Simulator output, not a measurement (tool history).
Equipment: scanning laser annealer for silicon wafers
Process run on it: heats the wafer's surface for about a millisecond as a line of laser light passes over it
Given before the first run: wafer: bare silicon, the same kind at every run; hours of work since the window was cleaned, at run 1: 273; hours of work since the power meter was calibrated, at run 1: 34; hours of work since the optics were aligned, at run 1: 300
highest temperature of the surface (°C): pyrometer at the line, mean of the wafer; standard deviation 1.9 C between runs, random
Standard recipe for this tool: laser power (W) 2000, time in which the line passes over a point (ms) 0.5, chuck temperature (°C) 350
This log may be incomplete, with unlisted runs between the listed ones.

run,hour,laser power (W),time in which the line passes over a point (ms),chuck temperature (°C),hours of work since the window was cleaned,hours of work since the power meter was calibrated,hours of work since the optics were aligned,highest temperature of the surface (°C)
1,0,2000,0.5,350,273,34,300,1120
2,9,2000,0.5,350,278,39,305,1122
3,13,2000,0.5,357,280,41,307,1129
4,16.8,2000,0.5,357,282,43,309,1130
5,23.1,2000,0.5,357,285,47,313,1129
6,31.2,2000,0.5,357,290,51,317,1128
7,36.4,2000,0.5,357,293,54,320,1129
8,45.7,2000,0.5,323,298,59,325,1092
9,50.7,2000,0.5,323,300,61,328,1097
10,54.6,2000,0.5,323,302,64,330,1095
11,60.5,2000,0.5,323,306,67,333,1097
12,68.5,2000,0.5,323,310,71,337,1097
13,74.6,2000,0.5,323,313,74,340,1096
14,79.6,2000,0.44,350,316,77,343,1070
15,86.3,2000,0.5,337,319,81,347,1110
16,91,2000,0.5,350,322,83,349,1121
17,95.7,2000,0.5,350,324,86,352,1124
18,100.1,1830,0.5,334,327,88,354,1023
19,105.2,1830,0.5,334,330,91,357,1026
20,111.3,1961,0.5,390,333,94,360,1142
21,118.9,1961,0.5,390,337,98,364,1145
22,125,1961,0.5,390,340,101,368,1141
23,133.5,1961,0.5,390,345,106,372,1144
24,138.3,1990,0.592,321,347,109,375,1165
25,143,1990,0.592,321,350,111,377,1166
26,148.2,1724,0.495,349,353,114,380,987
27,156,1724,0.495,349,357,118,384,985
28,162.1,1714,0.433,322,360,121,387,906
29,166.3,1714,0.614,351,362,124,390,1069
30,171.3,1836,0.5,327,365,126,392,1022
31,177.8,2044,0.5,327,369,130,396,1121
32,183.7,1826,0.5,326,372,133,399,1014
33,188.7,1826,0.368,326,374,136,402,904

Consider 5 possible next runs. They are alternatives, not a sequence: every one starts from the tool as it was left by run 33. What does each give?
A,192.6,2100,0.353,324,377,138,404,?
B,192.6,1826,0.562,372,377,138,404,?
C,192.6,1759,0.5,350,377,138,404,?
D,192.6,1826,0.573,326,377,138,404,?
E,192.6,2130,0.467,362,377,138,404,?

run,highest temperature of the surface (°C)
A,1000
B,1107
C,1005
D,1066
E,1167
Without the tool's unlogged condition, the same runs would have read:
run,highest temperature of the surface (°C)
A,1001
B,1109
C,1007
D,1068
E,1169
